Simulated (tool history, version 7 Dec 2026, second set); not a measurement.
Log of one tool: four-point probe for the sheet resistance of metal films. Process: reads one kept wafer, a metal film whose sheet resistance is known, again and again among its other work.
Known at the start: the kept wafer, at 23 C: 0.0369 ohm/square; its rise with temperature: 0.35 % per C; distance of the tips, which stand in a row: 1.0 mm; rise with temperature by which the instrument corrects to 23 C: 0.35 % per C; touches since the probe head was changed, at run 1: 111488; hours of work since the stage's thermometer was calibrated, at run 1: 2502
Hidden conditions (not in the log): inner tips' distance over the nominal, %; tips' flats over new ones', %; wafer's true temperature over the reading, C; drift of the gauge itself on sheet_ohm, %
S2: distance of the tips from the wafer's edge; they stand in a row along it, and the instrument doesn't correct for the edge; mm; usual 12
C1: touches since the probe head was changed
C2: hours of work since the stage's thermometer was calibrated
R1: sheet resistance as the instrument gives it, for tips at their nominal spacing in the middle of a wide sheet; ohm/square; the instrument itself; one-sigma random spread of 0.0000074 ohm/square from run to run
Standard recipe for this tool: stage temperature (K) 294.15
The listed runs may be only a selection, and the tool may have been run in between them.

{"run": 1, "hour": 0.0, "stage temperature (K)": 294.15, "S2": 12, "C1": 111488, "C2": 2502, "R1": 0.03685}
{"run": 2, "hour": 119.5, "stage temperature (K)": 294.15, "S2": 12, "C1": 114832, "C2": 2555, "R1": 0.03683}
{"run": 3, "hour": 172.1, "stage temperature (K)": 292.15, "S2": 12, "C1": 116306, "C2": 2579, "R1": 0.036835}
{"run": 4, "hour": 288.9, "stage temperature (K)": 292.15, "S2": 12, "C1": 119573, "C2": 2632, "R1": 0.036832}
{"run": 5, "hour": 409.7, "stage temperature (K)": 292.15, "S2": 12, "C1": 122956, "C2": 2686, "R1": 0.03682}
{"run": 6, "hour": 518.6, "stage temperature (K)": 292.15, "S2": 12, "C1": 126002, "C2": 2735, "R1": 0.036813}
{"run": 7, "hour": 585.0, "stage temperature (K)": 292.15, "S2": 12, "C1": 127861, "C2": 2765, "R1": 0.036801}
{"run": 8, "hour": 670.7, "stage temperature (K)": 292.15, "S2": 12, "C1": 130259, "C2": 2804, "R1": 0.036811}
{"hour": 742.0, "done": "stage's thermometer calibrated"}
{"run": 9, "hour": 742.0, "stage temperature (K)": 292.15, "S2": 12, "C1": 132243, "C2": 0, "R1": 0.036735}
{"run": 10, "hour": 830.6, "stage temperature (K)": 292.15, "S2": 12, "C1": 134723, "C2": 40, "R1": 0.036734}
{"run": 11, "hour": 918.3, "stage temperature (K)": 292.15, "S2": 12, "C1": 137176, "C2": 79, "R1": 0.036727}
{"run": 12, "hour": 980.9, "stage temperature (K)": 292.15, "S2": 12, "C1": 138930, "C2": 108, "R1": 0.036734}
{"run": 13, "hour": 1076.8, "stage temperature (K)": 293.15, "S2": 12, "C1": 141612, "C2": 151, "R1": 0.036718}
{"hour": 1139.0, "done": "stage's thermometer calibrated, once more"}
{"run": 14, "hour": 1143.9, "stage temperature (K)": 294.15, "S2": 63, "C1": 143477, "C2": 2, "R1": 0.036787}
{"run": 15, "hour": 1243.9, "stage temperature (K)": 294.15, "S2": 12, "C1": 146277, "C2": 47, "R1": 0.036937}
{"run": 16, "hour": 1374.5, "stage temperature (K)": 306.15, "S2": 12, "C1": 149932, "C2": 106, "R1": 0.036902}
{"run": 17, "hour": 1483.2, "stage temperature (K)": 306.15, "S2": 12, "C1": 152974, "C2": 155, "R1": 0.036906}
{"run": 18, "hour": 1592.5, "stage temperature (K)": 306.15, "S2": 12, "C1": 156033, "C2": 204, "R1": 0.036879}
{"run": 19, "hour": 1714.8, "stage temperature (K)": 306.15, "S2": 12, "C1": 159455, "C2": 259, "R1": 0.036874}
{"run": 20, "hour": 1772.0, "stage temperature (K)": 306.15, "S2": 12, "C1": 161057, "C2": 285, "R1": 0.036876}
{"run": 21, "hour": 1861.7, "stage temperature (K)": 302.15, "S2": 37, "C1": 163568, "C2": 326, "R1": 0.036745}
{"run": 22, "hour": 1940.3, "stage temperature (K)": 302.15, "S2": 37, "C1": 165768, "C2": 361, "R1": 0.03675}
{"run": 23, "hour": 2043.8, "stage temperature (K)": 294.15, "S2": 15, "C1": 168666, "C2": 408, "R1": 0.03682}
{"run": 24, "hour": 2128.3, "stage temperature (K)": 294.15, "S2": 15, "C1": 171029, "C2": 446, "R1": 0.036808}
{"run": 25, "hour": 2211.1, "stage temperature (K)": 294.15, "S2": 15, "C1": 173346, "C2": 483, "R1": 0.036801}
{"run": 26, "hour": 2319.6, "stage temperature (K)": 294.15, "S2": 48, "C1": 176383, "C2": 532, "R1": 0.036711}
{"run": 27, "hour": 2394.0, "stage temperature (K)": 296.15, "S2": 12, "C1": 178466, "C2": 565, "R1": 0.036854}
{"run": 28, "hour": 2472.7, "stage temperature (K)": 296.15, "S2": 12, "C1": 180669, "C2": 601, "R1": 0.036825}
{"run": 29, "hour": 2526.0, "stage temperature (K)": 292.15, "S2": 12, "C1": 182160, "C2": 625, "R1": 0.036837}
{"run": 30, "hour": 2647.4, "stage temperature (K)": 292.15, "S2": 12, "C1": 185560, "C2": 680, "R1": 0.036835}
{"run": 31, "hour": 2759.9, "stage temperature (K)": 308.15, "S2": 12, "C1": 188708, "C2": 730, "R1": 0.036803}
{"run": 32, "hour": 2826.6, "stage temperature (K)": 293.15, "S2": 6, "C1": 190576, "C2": 760, "R1": 0.037215}
{"run": 33, "hour": 2885.4, "stage temperature (K)": 293.15, "S2": 6, "C1": 192220, "C2": 787, "R1": 0.037203}
{"run": 34, "hour": 2962.9, "stage temperature (K)": 293.15, "S2": 6, "C1": 194391, "C2": 822, "R1": 0.037202}
{"run": 35, "hour": 3024.2, "stage temperature (K)": 293.15, "S2": 6, "C1": 196105, "C2": 849, "R1": 0.037198}
{"run": 36, "hour": 3105.8, "stage temperature (K)": 292.15, "S2": 35, "C1": 198390, "C2": 886, "R1": 0.036691}

The next listed run, before its measurement:
{"run": 37, "hour": 3228.6, "stage temperature (K)": 299.15, "S2": 16, "C1": 201828, "C2": 942, "R1": "?"}

For run 37 the tool returned R1 0.036725 ohm/square.
Were there no unlogged condition in the tool, this run, its random variation unchanged, would have produced R1 0.036983 ohm/square.
